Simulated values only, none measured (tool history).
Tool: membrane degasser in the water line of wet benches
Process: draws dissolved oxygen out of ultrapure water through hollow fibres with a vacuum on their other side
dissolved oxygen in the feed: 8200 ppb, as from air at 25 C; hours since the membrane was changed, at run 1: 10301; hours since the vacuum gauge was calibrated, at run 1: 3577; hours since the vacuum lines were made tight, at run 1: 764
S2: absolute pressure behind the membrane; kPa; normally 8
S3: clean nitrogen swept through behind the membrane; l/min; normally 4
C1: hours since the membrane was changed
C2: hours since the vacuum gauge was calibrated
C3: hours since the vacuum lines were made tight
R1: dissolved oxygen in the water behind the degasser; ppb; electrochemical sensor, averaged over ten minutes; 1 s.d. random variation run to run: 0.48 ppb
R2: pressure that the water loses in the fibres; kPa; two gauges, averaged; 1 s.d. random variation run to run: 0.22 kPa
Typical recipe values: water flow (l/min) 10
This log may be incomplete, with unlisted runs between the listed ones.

{"run": 1, "day": 0.0, "water flow (l/min)": 10, "S2": 8, "S3": 4, "C1": 10301, "C2": 3577, "C3": 764, "R1": 48.9, "R2": 62.78}
{"run": 2, "day": 9.838, "water flow (l/min)": 10, "S2": 8, "S3": 4, "C1": 10537, "C2": 3813, "C3": 1000, "R1": 49.8, "R2": 63.51}
{"run": 3, "day": 19.3, "water flow (l/min)": 10, "S2": 8, "S3": 4, "C1": 10764, "C2": 4040, "C3": 1227, "R1": 49.8, "R2": 63.34}
{"run": 4, "day": 29.754, "water flow (l/min)": 8, "S2": 8, "S3": 4, "C1": 11015, "C2": 4291, "C3": 1478, "R1": 37.3, "R2": 50.79}
{"run": 5, "day": 40.996, "water flow (l/min)": 10, "S2": 8, "S3": 4, "C1": 11285, "C2": 4561, "C3": 1748, "R1": 51.1, "R2": 63.64}
{"run": 6, "day": 47.154, "water flow (l/min)": 10, "S2": 8, "S3": 4, "C1": 11433, "C2": 4709, "C3": 1896, "R1": 51.4, "R2": 63.96}
{"run": 7, "day": 59.354, "water flow (l/min)": 10, "S2": 8, "S3": 4, "C1": 11725, "C2": 5001, "C3": 2188, "R1": 51.9, "R2": 64.22}
{"run": 8, "day": 70.017, "water flow (l/min)": 10, "S2": 8, "S3": 4, "C1": 11981, "C2": 5257, "C3": 2444, "R1": 51.4, "R2": 64.23}
{"run": 9, "day": 80.921, "water flow (l/min)": 10, "S2": 8, "S3": 4, "C1": 12243, "C2": 5519, "C3": 2706, "R1": 52, "R2": 64.53}
{"run": 10, "day": 91.358, "water flow (l/min)": 10, "S2": 8, "S3": 4, "C1": 12493, "C2": 5770, "C3": 2956, "R1": 53.6, "R2": 64.88}
{"day": 96.158, "done": "membrane cartridge changed"}
{"run": 11, "day": 99.175, "water flow (l/min)": 10, "S2": 8, "S3": 4, "C1": 72, "C2": 5953, "C3": 3140, "R1": 40, "R2": 55.38}
{"run": 12, "day": 104.675, "water flow (l/min)": 10, "S2": 8, "S3": 4, "C1": 204, "C2": 6085, "C3": 3272, "R1": 40.7, "R2": 56.14}
{"day": 111.429, "done": "vacuum gauge calibrated"}
{"run": 13, "day": 117.458, "water flow (l/min)": 10, "S2": 18.97, "S3": 2, "C1": 511, "C2": 145, "C3": 3578, "R1": 200, "R2": 55.96}
{"run": 14, "day": 129.583, "water flow (l/min)": 10, "S2": 8, "S3": 4.06, "C1": 802, "C2": 436, "C3": 3869, "R1": 37.9, "R2": 55.87}
{"run": 15, "day": 139.333, "water flow (l/min)": 10, "S2": 8, "S3": 4.06, "C1": 1036, "C2": 670, "C3": 4103, "R1": 39.1, "R2": 56.31}
{"run": 16, "day": 145.921, "water flow (l/min)": 8, "S2": 9.12, "S3": 2.49, "C1": 1194, "C2": 828, "C3": 4261, "R1": 52.2, "R2": 45.08}
{"run": 17, "day": 157.467, "water flow (l/min)": 8, "S2": 9.12, "S3": 2.49, "C1": 1471, "C2": 1105, "C3": 4538, "R1": 52.9, "R2": 45}
{"run": 18, "day": 164.354, "water flow (l/min)": 10, "S2": 8, "S3": 3.3, "C1": 1636, "C2": 1270, "C3": 4704, "R1": 46.4, "R2": 56.76}
{"run": 19, "day": 174.654, "water flow (l/min)": 10, "S2": 13.77, "S3": 3.92, "C1": 1883, "C2": 1517, "C3": 4951, "R1": 76, "R2": 57.01}
{"run": 20, "day": 182.521, "water flow (l/min)": 7, "S2": 13.77, "S3": 3.92, "C1": 2072, "C2": 1706, "C3": 5140, "R1": 54.1, "R2": 39.74}
{"run": 21, "day": 195.196, "water flow (l/min)": 10, "S2": 8, "S3": 9.49, "C1": 2376, "C2": 2010, "C3": 5444, "R1": 22.7, "R2": 57.19}
{"run": 22, "day": 203.429, "water flow (l/min)": 8, "S2": 19.04, "S3": 4, "C1": 2574, "C2": 2208, "C3": 5642, "R1": 86, "R2": 45.97}

Branching from run 22: 4 alternative next runs. What would each branch give?
{"run": "A", "day": 215.658, "water flow (l/min)": 9, "S2": 8, "S3": 4, "C1": 2867, "C2": 2502, "C3": 5935, "R1": "?", "R2": "?"}
{"run": "B", "day": 215.658, "water flow (l/min)": 7, "S2": 8.19, "S3": 2.21, "C1": 2867, "C2": 2502, "C3": 5935, "R1": "?", "R2": "?"}
{"run": "C", "day": 215.658, "water flow (l/min)": 8, "S2": 8, "S3": 6.09, "C1": 2867, "C2": 2502, "C3": 5935, "R1": "?", "R2": "?"}
{"run": "D", "day": 215.658, "water flow (l/min)": 8, "S2": 19.04, "S3": 8.65, "C1": 2867, "C2": 2502, "C3": 5935, "R1": "?", "R2": "?"}

run=A R1=35.5 R2=51.43
run=B R1=45.8 R2=40.04
run=C R1=22.6 R2=45.55
run=D R1=42.9 R2=45.91
Had the tool no hidden state, the same runs would have come out as:
run=A R1=32.5 R2=49.87
run=B R1=42.5 R2=38.82
run=C R1=20.5 R2=44.15
run=D R1=40.4 R2=44.52

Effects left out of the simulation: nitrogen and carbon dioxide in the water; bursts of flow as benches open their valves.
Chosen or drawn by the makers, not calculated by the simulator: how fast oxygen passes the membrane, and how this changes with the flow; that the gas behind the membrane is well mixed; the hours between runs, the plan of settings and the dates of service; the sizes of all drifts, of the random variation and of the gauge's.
